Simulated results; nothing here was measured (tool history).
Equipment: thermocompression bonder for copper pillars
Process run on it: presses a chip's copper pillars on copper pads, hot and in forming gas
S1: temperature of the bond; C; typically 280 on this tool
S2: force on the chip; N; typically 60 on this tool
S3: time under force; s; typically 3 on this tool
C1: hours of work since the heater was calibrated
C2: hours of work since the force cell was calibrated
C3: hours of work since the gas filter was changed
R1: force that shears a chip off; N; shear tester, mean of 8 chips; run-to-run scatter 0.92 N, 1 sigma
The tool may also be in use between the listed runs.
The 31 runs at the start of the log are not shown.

{"run": 32, "hour": 556.3, "S1": 307, "S2": 70, "S3": 3, "C1": 1477, "C2": 1093, "C3": 122, "R1": 107.3}
{"run": 33, "hour": 568.7, "S1": 255, "S2": 74, "S3": 3, "C1": 1486, "C2": 1102, "C3": 131, "R1": 69.8}
{"run": 34, "hour": 593.0, "S1": 280, "S2": 55, "S3": 3, "C1": 1505, "C2": 1120, "C3": 149, "R1": 71.1}
{"run": 35, "hour": 609.7, "S1": 280, "S2": 46, "S3": 3, "C1": 1517, "C2": 1133, "C3": 162, "R1": 59.3}
{"run": 36, "hour": 631.2, "S1": 280, "S2": 46, "S3": 3, "C1": 1533, "C2": 1149, "C3": 178, "R1": 61.3}
{"run": 37, "hour": 644.7, "S1": 280, "S2": 46, "S3": 3, "C1": 1543, "C2": 1159, "C3": 188, "R1": 59.9}
{"run": 38, "hour": 668.9, "S1": 280, "S2": 60, "S3": 2, "C1": 1562, "C2": 1177, "C3": 206, "R1": 66.3}
{"run": 39, "hour": 683.4, "S1": 280, "S2": 60, "S3": 3, "C1": 1572, "C2": 1188, "C3": 217, "R1": 76.9}

4 ways to go on from here, each from the tool as it stands after run 39. What would each give?
{"run": "A", "hour": 704.2, "S1": 277, "S2": 37, "S3": 7, "C1": 1588, "C2": 1204, "C3": 232, "R1": "?"}
{"run": "B", "hour": 704.2, "S1": 283, "S2": 60, "S3": 3, "C1": 1588, "C2": 1204, "C3": 232, "R1": "?"}
{"run": "C", "hour": 704.2, "S1": 280, "S2": 60, "S3": 2, "C1": 1588, "C2": 1204, "C3": 232, "R1": "?"}
{"run": "D", "hour": 704.2, "S1": 298, "S2": 68, "S3": 5, "C1": 1588, "C2": 1204, "C3": 232, "R1": "?"}

run=A R1=61.4
run=B R1=80.5
run=C R1=68.1
run=D R1=109.3
Stripped of hidden state, with their random variation kept, the same runs would have yielded:
run=A R1=61.6
run=B R1=80.8
run=C R1=68.3
run=D R1=109.5

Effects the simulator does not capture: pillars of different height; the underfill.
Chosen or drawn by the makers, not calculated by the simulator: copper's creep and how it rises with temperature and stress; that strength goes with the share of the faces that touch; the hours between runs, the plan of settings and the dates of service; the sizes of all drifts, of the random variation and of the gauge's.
